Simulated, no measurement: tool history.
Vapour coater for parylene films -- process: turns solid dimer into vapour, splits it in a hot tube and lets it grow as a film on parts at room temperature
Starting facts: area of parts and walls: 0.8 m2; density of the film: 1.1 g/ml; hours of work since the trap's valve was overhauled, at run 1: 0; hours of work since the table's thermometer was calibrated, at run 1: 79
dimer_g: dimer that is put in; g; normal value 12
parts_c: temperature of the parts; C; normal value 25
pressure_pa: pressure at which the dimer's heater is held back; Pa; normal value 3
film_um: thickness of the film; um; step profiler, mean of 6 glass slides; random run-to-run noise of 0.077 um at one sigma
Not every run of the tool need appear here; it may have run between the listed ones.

| run | hour | dimer_g | parts_c | pressure_pa | hours of work since the trap's valve was overhauled | hours of work since the table's thermometer was calibrated | film_um |
|---|---|---|---|---|---|---|---|
| 1 | 0 | 12 | 25 | 3 | 0 | 79 | 9.24 |
| 2 | 52.3 | 12 | 25 | 3 | 34 | 112 | 9.19 |
| 3 | 88.8 | 12 | 25 | 3 | 57 | 136 | 9.38 |
| 4 | 127.3 | 12 | 25 | 3 | 82 | 161 | 9.2 |
| 5 | 204.3 | 12 | 25 | 3.43 | 132 | 210 | 9.05 |
| 6 | 252.8 | 12 | 25 | 3.43 | 163 | 241 | 9.08 |
| 7 | 293.5 | 12 | 25 | 3.43 | 189 | 268 | 9.16 |
| 8 | 364.9 | 12 | 25 | 2.63 | 235 | 314 | 9.39 |
| 9 | 408.1 | 12 | 25 | 3 | 263 | 341 | 9.34 |
| 10 | 466.8 | 16 | 25 | 3 | 301 | 379 | 12.3 |
| 11 | 507.1 | 16 | 25 | 3 | 327 | 405 | 12.21 |
| 12 | 542.6 | 5 | 25 | 3 | 349 | 428 | 3.84 |
| 13 | 606.5 | 6 | 25 | 3 | 391 | 469 | 4.61 |
| 14 | 658.6 | 11 | 25 | 3 | 424 | 503 | 8.51 |
| 15 | 717.3 | 11 | 25 | 3 | 462 | 541 | 8.38 |
| 16 | 771.3 | 11 | 25 | 3 | 497 | 575 | 8.45 |
| 17 | 824.8 | 11 | 25 | 3 | 531 | 610 | 8.54 |
| 18 | 880.6 | 11 | 25 | 3 | 567 | 646 | 8.33 |
| 19 | 956.1 | 12 | 25 | 3 | 616 | 694 | 9.32 |
|  | 997.7 | trap's valve overhauled |
| 20 | 1037.9 | 12 | 25 | 3 | 26 | 744 | 9.31 |
| 21 | 1106.2 | 12 | 26 | 3 | 70 | 788 | 8.9 |
|  | 1145.8 | table's thermometer calibrated |
| 22 | 1155.2 | 12 | 26 | 3 | 101 | 6 | 8.91 |
| 23 | 1195.3 | 12 | 26 | 3 | 127 | 32 | 8.73 |
| 24 | 1254.8 | 13 | 27 | 5.24 | 165 | 70 | 8.76 |
| 25 | 1298.7 | 20 | 25 | 9.75 | 193 | 98 | 13.98 |
| 26 | 1343.9 | 13 | 31 | 9.75 | 222 | 128 | 6.93 |
| 27 | 1396.2 | 13 | 26 | 11.09 | 256 | 161 | 8.57 |
| 28 | 1465.3 | 9 | 25 | 7.7 | 301 | 206 | 6.4 |
| 29 | 1497.2 | 20 | 25 | 3.25 | 321 | 226 | 15.13 |
| 30 | 1534.2 | 20 | 25 | 3.25 | 345 | 250 | 15.45 |
| 31 | 1588.6 | 10 | 25 | 3 | 380 | 285 | 7.81 |
| 32 | 1657.2 | 10 | 25 | 3 | 424 | 329 | 7.69 |
| 33 | 1697.7 | 13 | 26 | 3 | 450 | 356 | 9.65 |
| 34 | 1771 | 16 | 25 | 7.69 | 497 | 403 | 11.32 |
| 35 | 1808.5 | 12 | 25 | 2.98 | 522 | 427 | 9.18 |
| 36 | 1861.4 | 9 | 29 | 2.55 | 556 | 461 | 5.98 |
| 37 | 1923.5 | 9 | 29 | 2.55 | 596 | 501 | 5.88 |
| 38 | 1962.3 | 12 | 27 | 4.73 | 621 | 526 | 8.28 |
|  | 1999 | trap's valve overhauled |
| 39 | 2006.6 | 12 | 20 | 4.73 | 5 | 552 | 11.02 |

Run 40 is up next; what results do you expect?
| 40 | 2040.9 | 11 | 32 | 2.34 | 27 | 574 | ? |

film_um: 6.35 um
On a tool with no hidden condition, and with the same random variation, this run would have come out at film_um 6.35 um.

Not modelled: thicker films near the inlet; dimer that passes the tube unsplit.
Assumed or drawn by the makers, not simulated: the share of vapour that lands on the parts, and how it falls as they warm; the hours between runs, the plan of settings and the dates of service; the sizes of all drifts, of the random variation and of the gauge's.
